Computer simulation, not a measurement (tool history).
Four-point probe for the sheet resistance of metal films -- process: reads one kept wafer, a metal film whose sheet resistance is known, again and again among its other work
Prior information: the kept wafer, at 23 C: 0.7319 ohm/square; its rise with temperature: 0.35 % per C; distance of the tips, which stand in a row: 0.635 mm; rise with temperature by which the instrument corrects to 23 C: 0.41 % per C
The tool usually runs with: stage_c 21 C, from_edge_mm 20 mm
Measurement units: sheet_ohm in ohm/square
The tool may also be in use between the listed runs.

| run | hour | stage_c | from_edge_mm | sheet_ohm |
|---|---|---|---|---|
| 1 | 0 | 21 | 20 | 0.732738 |
| 2 | 8.9 | 21 | 20 | 0.732895 |
| 3 | 22.7 | 21 | 20 | 0.732641 |
| 4 | 39.8 | 21 | 20 | 0.733103 |
| 5 | 49.5 | 21 | 20 | 0.733029 |
| 6 | 64.8 | 21 | 20 | 0.732959 |
| 7 | 80.3 | 18 | 9 | 0.7363 |
| 8 | 89 | 18 | 9 | 0.736204 |
| 9 | 107.3 | 24 | 26 | 0.731969 |
| 10 | 117.7 | 28 | 26 | 0.72984 |
| 11 | 126.8 | 23 | 75 | 0.731987 |
| 12 | 138.3 | 21 | 27 | 0.732978 |

Withheld: 2 entries from between the runs. Position of each, and hidden state at the listed run before versus the listed run after:
Run 5 -> run 6: stage's thermometer calibrated (hour 51.6)
  inner tips' distance over the nominal, %: -0.019 -> -0.014; wafer's true temperature over the reading, C: -0.04 -> -0.05
  measured value less the no-hidden-state value, sheet_ohm: -0.000254 -> -0.000243 ohm/square
Run 9 -> run 10: stage's thermometer calibrated, once more (hour 113.1)
  inner tips' distance over the nominal, %: -0.001 -> 0.002; wafer's true temperature over the reading, C: -0.04 -> 0
  measured value less the no-hidden-state value, sheet_ohm: -0.000126 -> +0.000014 ohm/square

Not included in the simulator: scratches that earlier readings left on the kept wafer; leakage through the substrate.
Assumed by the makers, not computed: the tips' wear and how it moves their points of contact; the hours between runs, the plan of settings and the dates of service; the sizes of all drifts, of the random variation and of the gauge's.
